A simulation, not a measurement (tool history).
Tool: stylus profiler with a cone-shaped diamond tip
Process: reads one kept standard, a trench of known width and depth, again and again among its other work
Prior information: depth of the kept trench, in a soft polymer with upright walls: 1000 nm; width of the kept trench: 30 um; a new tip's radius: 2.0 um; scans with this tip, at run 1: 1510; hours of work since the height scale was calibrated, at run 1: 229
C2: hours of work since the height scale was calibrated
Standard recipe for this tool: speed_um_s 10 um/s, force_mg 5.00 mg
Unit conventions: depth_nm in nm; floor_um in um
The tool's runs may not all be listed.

{"run": 1, "day": 0.0, "speed_um_s": 10, "force_mg": 5.0, "scans with this tip": 1510, "C2": 229, "depth_nm": 1018.53, "floor_um": 25.87}
{"run": 2, "day": 0.512, "speed_um_s": 10, "force_mg": 12.46, "scans with this tip": 1559, "C2": 237, "depth_nm": 1033.43, "floor_um": 25.85}
{"run": 3, "day": 0.838, "speed_um_s": 10, "force_mg": 12.46, "scans with this tip": 1590, "C2": 242, "depth_nm": 1033.32, "floor_um": 25.86}
{"run": 4, "day": 1.288, "speed_um_s": 10, "force_mg": 6.18, "scans with this tip": 1633, "C2": 248, "depth_nm": 1021.45, "floor_um": 25.77}
{"run": 5, "day": 1.8, "speed_um_s": 10, "force_mg": 6.18, "scans with this tip": 1682, "C2": 256, "depth_nm": 1021.1, "floor_um": 25.75}
{"run": 6, "day": 2.3, "speed_um_s": 10, "force_mg": 6.18, "scans with this tip": 1730, "C2": 263, "depth_nm": 1021.58, "floor_um": 25.78}
{"run": 7, "day": 2.658, "speed_um_s": 10, "force_mg": 6.18, "scans with this tip": 1764, "C2": 268, "depth_nm": 1020.98, "floor_um": 25.77}

The next listed run, before its measurement:
{"run": 8, "day": 3.262, "speed_um_s": 10, "force_mg": 6.18, "scans with this tip": 1821, "C2": 277, "depth_nm": "?", "floor_um": "?"}

{"run 8": {"depth_nm": 1021.32, "floor_um": 25.77}}
Were there no unlogged condition in the tool, this run, its random variation unchanged, would have produced depth_nm 1020.40 nm, floor_um 26.55 um.
